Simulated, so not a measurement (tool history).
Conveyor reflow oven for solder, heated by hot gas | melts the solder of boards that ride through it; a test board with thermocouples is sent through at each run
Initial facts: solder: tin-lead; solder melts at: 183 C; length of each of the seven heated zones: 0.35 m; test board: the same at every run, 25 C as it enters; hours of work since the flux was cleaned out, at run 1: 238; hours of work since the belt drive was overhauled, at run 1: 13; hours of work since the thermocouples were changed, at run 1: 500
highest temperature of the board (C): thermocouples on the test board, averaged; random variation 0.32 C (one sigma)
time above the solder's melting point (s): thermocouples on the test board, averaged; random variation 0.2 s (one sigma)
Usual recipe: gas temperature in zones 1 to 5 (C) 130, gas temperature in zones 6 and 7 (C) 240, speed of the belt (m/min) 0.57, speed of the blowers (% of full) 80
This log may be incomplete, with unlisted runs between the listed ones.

run,hour,gas temperature in zones 1 to 5 (C),gas temperature in zones 6 and 7 (C),speed of the belt (m/min),speed of the blowers (% of full),hours of work since the flux was cleaned out,hours of work since the belt drive was overhauled,hours of work since the thermocouples were changed,highest temperature of the board (C),time above the solder's melting point (s)
1,0.0,130,240,0.57,80,238,13,500,227.0,59.4
# hour 46.6: thermocouples of zones 6 and 7 changed
2,56.8,130,240,0.57,80,263,38,5,227.5,59.9
3,120.8,130,240,0.57,80,292,67,34,227.6,59.7
# hour 140.6: flux residue cleaned out of gas plates and filters
4,194.0,130,240,0.57,80,24,98,65,226.9,59.9
5,251.5,130,240,0.57,80,51,124,91,226.7,60.0
6,287.0,130,240,0.57,80,67,141,107,226.6,60.1
7,322.9,130,240,0.57,80,83,157,124,227.2,59.7
8,354.6,130,240,0.57,80,98,171,138,226.7,59.8
9,389.0,130,240,0.57,80,113,187,154,227.0,60.2
10,424.6,130,252,0.57,80,129,203,170,237.7,65.3
11,468.9,130,240,0.57,80,150,223,190,226.8,60.1
12,524.4,136,240,0.57,80,175,249,215,227.8,62.2
13,573.6,130,240,0.57,80,197,271,238,227.5,60.0
14,608.6,130,240,0.57,58,213,287,254,222.0,56.1
15,636.0,130,240,0.57,58,226,300,266,221.5,56.0

Run 16, settings as shown, results not yet in. Your forecast:
16,700.0,130,240,0.57,58,255,329,295,?,?

Run 16 yielded highest temperature of the board (C) 221.5, time above the solder's melting point (s) 56.0.
Minus the tool's unlogged condition, the same run would have read highest temperature of the board (C) 221.6, time above the solder's melting point (s) 56.0.
